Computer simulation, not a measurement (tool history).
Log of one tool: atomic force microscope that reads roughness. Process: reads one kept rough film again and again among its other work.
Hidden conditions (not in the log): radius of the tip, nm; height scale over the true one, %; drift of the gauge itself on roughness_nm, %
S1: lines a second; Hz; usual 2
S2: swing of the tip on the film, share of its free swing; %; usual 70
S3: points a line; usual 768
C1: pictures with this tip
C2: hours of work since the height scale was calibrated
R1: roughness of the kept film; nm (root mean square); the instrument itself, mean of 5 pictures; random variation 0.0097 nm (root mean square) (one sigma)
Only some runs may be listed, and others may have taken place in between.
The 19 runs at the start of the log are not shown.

| run | hour | S1 | S2 | S3 | C1 | C2 | R1 |
|---|---|---|---|---|---|---|---|
| 20 | 160.8 | 2.83 | 89 | 1006 | 66 | 220 | 1.881 |
| 21 | 167.1 | 2.83 | 89 | 1006 | 77 | 224 | 1.858 |
|  | 175.9 | new tip fitted |
| 22 | 177.1 | 1.42 | 70 | 505 | 2 | 230 | 2.239 |
| 23 | 185.2 | 2.85 | 80 | 942 | 16 | 235 | 2.032 |
| 24 | 190.9 | 2 | 86 | 834 | 25 | 239 | 2.033 |
| 25 | 196.2 | 1.12 | 70 | 768 | 34 | 243 | 2.287 |
| 26 | 204.6 | 1.12 | 70 | 768 | 49 | 248 | 2.288 |
| 27 | 216.1 | 1.93 | 61 | 311 | 68 | 256 | 2.236 |
| 28 | 227.3 | 1.93 | 61 | 311 | 87 | 263 | 2.227 |
|  | 229.4 | new tip fitted |
| 29 | 232.5 | 1.93 | 61 | 311 | 5 | 266 | 2.232 |
| 30 | 242.7 | 0.89 | 82 | 916 | 23 | 272 | 2.233 |
| 31 | 253.8 | 0.89 | 82 | 916 | 41 | 280 | 2.224 |
| 32 | 258.6 | 0.89 | 82 | 916 | 50 | 283 | 2.234 |
| 33 | 267.5 | 0.89 | 82 | 916 | 65 | 289 | 2.236 |
| 34 | 273.1 | 0.63 | 70 | 768 | 74 | 292 | 2.325 |
| 35 | 278.1 | 2.1 | 73 | 768 | 83 | 295 | 2.179 |
|  | 283.2 | new tip fitted |
| 36 | 289.6 | 3.2 | 71 | 768 | 11 | 303 | 2.117 |
| 37 | 295.3 | 1.81 | 64 | 768 | 20 | 306 | 2.267 |

Here are 5 independent what-if runs from the current tool condition. What would each one return?
| A | 301.3 | 2 | 74 | 768 | 30 | 310 | ? |
| B | 301.3 | 1.52 | 88 | 816 | 30 | 310 | ? |
| C | 301.3 | 1.81 | 62 | 768 | 30 | 310 | ? |
| D | 301.3 | 1.81 | 68 | 549 | 30 | 310 | ? |
| E | 301.3 | 0.86 | 70 | 372 | 30 | 310 | ? |

| run | R1 |
|---|---|
| A | 2.172 |
| B | 2.083 |
| C | 2.277 |
| D | 2.233 |
| E | 2.268 |
The same runs, with their run-to-run variation unchanged, on a tool lacking any hidden condition would have given:
| run | R1 |
|---|---|
| A | 2.173 |
| B | 2.084 |
| C | 2.278 |
| D | 2.234 |
| E | 2.269 |
